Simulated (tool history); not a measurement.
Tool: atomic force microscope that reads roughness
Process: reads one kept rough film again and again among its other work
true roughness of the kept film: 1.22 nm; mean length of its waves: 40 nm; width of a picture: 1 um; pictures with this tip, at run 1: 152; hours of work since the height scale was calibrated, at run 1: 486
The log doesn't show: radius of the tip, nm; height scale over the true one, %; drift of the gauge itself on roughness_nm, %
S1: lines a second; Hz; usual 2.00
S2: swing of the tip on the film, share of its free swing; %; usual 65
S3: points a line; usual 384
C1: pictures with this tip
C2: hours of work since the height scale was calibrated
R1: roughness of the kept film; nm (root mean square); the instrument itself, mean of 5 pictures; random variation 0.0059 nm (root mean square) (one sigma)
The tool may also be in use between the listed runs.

| run | hour | S1 | S2 | S3 | C1 | C2 | R1 |
|---|---|---|---|---|---|---|---|
| 1 | 0.0 | 2.00 | 65 | 384 | 152 | 486 | 1.092 |
| 2 | 36.0 | 2.00 | 65 | 384 | 208 | 508 | 1.081 |
| 3 | 55.1 | 2.00 | 65 | 384 | 238 | 519 | 1.087 |
| 4 | 74.0 | 0.85 | 65 | 384 | 268 | 530 | 1.116 |
|  | 84.2 | new tip fitted |
| 5 | 103.3 | 0.85 | 65 | 384 | 30 | 547 | 1.152 |
| 6 | 124.2 | 0.85 | 65 | 384 | 63 | 560 | 1.140 |
| 7 | 142.6 | 2.00 | 65 | 384 | 91 | 570 | 1.110 |
| 8 | 162.3 | 2.00 | 65 | 384 | 122 | 582 | 1.102 |
| 9 | 196.8 | 2.00 | 70 | 384 | 176 | 603 | 1.075 |
| 10 | 236.0 | 2.00 | 70 | 384 | 237 | 626 | 1.075 |
|  | 264.8 | new tip fitted |
| 11 | 272.4 | 2.00 | 70 | 384 | 12 | 647 | 1.119 |
| 12 | 294.5 | 2.00 | 65 | 384 | 46 | 660 | 1.128 |
| 13 | 338.2 | 2.00 | 65 | 384 | 115 | 686 | 1.108 |
| 14 | 366.3 | 2.00 | 65 | 384 | 159 | 703 | 1.093 |
| 15 | 392.7 | 2.00 | 82 | 384 | 200 | 719 | 1.018 |
| 16 | 432.8 | 2.00 | 65 | 384 | 263 | 742 | 1.083 |
|  | 446.4 | new tip fitted |
| 17 | 471.2 | 2.00 | 65 | 384 | 39 | 765 | 1.130 |
| 18 | 497.1 | 2.00 | 65 | 384 | 80 | 780 | 1.125 |
| 19 | 520.1 | 2.00 | 65 | 384 | 116 | 794 | 1.111 |
| 20 | 546.6 | 2.15 | 65 | 384 | 157 | 810 | 1.100 |
| 21 | 564.8 | 2.15 | 65 | 384 | 186 | 821 | 1.093 |
| 22 | 607.7 | 2.15 | 65 | 384 | 253 | 846 | 1.094 |
|  | 628.5 | new tip fitted |
| 23 | 631.8 | 2.29 | 89 | 590 | 5 | 860 | 1.001 |
| 24 | 655.1 | 1.29 | 87 | 485 | 41 | 874 | 1.085 |
| 25 | 697.2 | 1.29 | 81 | 867 | 107 | 899 | 1.102 |
| 26 | 728.2 | 3.08 | 81 | 867 | 156 | 917 | 0.977 |
| 27 | 746.6 | 1.24 | 81 | 843 | 185 | 928 | 1.080 |
|  | 750.0 | height scale calibrated on a step standard |
| 28 | 767.9 | 2.00 | 72 | 480 | 217 | 11 | 1.068 |
| 29 | 791.8 | 2.00 | 65 | 384 | 254 | 25 | 1.099 |
|  | 812.0 | new tip fitted |
| 30 | 829.6 | 2.00 | 65 | 384 | 27 | 47 | 1.130 |
| 31 | 856.8 | 1.84 | 88 | 384 | 70 | 63 | 1.032 |
| 32 | 879.6 | 1.30 | 65 | 384 | 106 | 77 | 1.137 |
| 33 | 908.5 | 1.30 | 65 | 466 | 151 | 94 | 1.138 |
|  | 931.6 | height scale calibrated on a step standard, once more |
| 34 | 932.7 | 0.94 | 77 | 326 | 187 | 1 | 1.089 |
| 35 | 964.6 | 2.00 | 65 | 384 | 237 | 20 | 1.090 |
|  | 993.0 | new tip fitted |
| 36 | 1007.4 | 1.75 | 71 | 461 | 23 | 45 | 1.103 |
| 37 | 1029.9 | 1.75 | 72 | 461 | 58 | 58 | 1.087 |
| 38 | 1056.6 | 1.75 | 72 | 461 | 100 | 74 | 1.095 |
| 39 | 1081.7 | 2.00 | 61 | 384 | 139 | 89 | 1.110 |
| 40 | 1113.5 | 2.26 | 61 | 286 | 189 | 108 | 1.094 |
| 41 | 1156.8 | 0.84 | 66 | 384 | 257 | 133 | 1.106 |
|  | 1172.8 | new tip fitted |
| 42 | 1190.7 | 0.69 | 66 | 428 | 28 | 153 | 1.153 |
| 43 | 1230.8 | 2.86 | 57 | 339 | 91 | 177 | 1.113 |

Forecast each of these 4 alternatives for the next run:
| A | 1273.5 | 2.00 | 65 | 545 | 157 | 202 | ? |
| B | 1273.5 | 2.05 | 88 | 825 | 157 | 202 | ? |
| C | 1273.5 | 2.00 | 70 | 384 | 157 | 202 | ? |
| D | 1273.5 | 2.86 | 57 | 312 | 157 | 202 | ? |

| run | R1 |
|---|---|
| A | 1.103 |
| B | 0.989 |
| C | 1.074 |
| D | 1.103 |
Without the tool's hidden state the same runs would have given:
| run | R1 |
|---|---|
| A | 1.132 |
| B | 1.016 |
| C | 1.102 |
| D | 1.132 |
